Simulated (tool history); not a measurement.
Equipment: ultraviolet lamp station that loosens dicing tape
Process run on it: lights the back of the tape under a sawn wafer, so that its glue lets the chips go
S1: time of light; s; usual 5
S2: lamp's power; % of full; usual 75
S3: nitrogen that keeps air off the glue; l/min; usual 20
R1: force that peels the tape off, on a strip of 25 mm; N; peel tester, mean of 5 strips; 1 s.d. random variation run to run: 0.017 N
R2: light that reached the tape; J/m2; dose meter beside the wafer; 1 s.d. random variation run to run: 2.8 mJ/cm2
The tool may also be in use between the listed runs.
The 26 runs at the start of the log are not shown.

run	hour	S1	S2	S3	R1	R2
27	174.0	3	68	6	3.253	1890
28	180.5	3	68	6	3.531	1900
# hour 181.7: window cleaned of glue's vapour
29	189.0	7	92	14	0.524	5920
30	194.9	4	92	40	0.723	3350
31	200.0	9	79	7	0.733	6500
32	205.8	4	69	8	2.520	2550
33	212.3	4	69	10	2.278	2500
# hour 216.7: window cleaned of glue's vapour, once more
34	216.7	4	69	10	2.181	2620
35	221.1	9	66	28	0.353	5630
36	227.0	9	66	28	0.361	5630
37	232.3	9	66	28	0.346	5600
38	237.7	10	66	37	0.281	6170
39	246.9	4	69	24	1.479	2590
40	252.2	9	69	26	0.344	5840
41	261.4	9	69	26	0.370	5800
42	266.5	4	82	13	1.639	3090
43	273.9	4	82	13	1.632	3030

Predict each of these 4 candidate next runs independently; none follows another, all start after run 43:
A	281.1	5	84	13	?	?
B	281.1	2	67	9	?	?
C	281.1	5	75	14	?	?
D	281.1	10	84	8	?	?

run	R1	R2
A	1.123	3910
B	3.846	1270
C	1.316	3500
D	0.494	7820
Had the tool no hidden state, the same runs would have come out as:
run	R1	R2
A	0.890	4510
B	3.569	1460
C	1.057	4040
D	0.385	9020

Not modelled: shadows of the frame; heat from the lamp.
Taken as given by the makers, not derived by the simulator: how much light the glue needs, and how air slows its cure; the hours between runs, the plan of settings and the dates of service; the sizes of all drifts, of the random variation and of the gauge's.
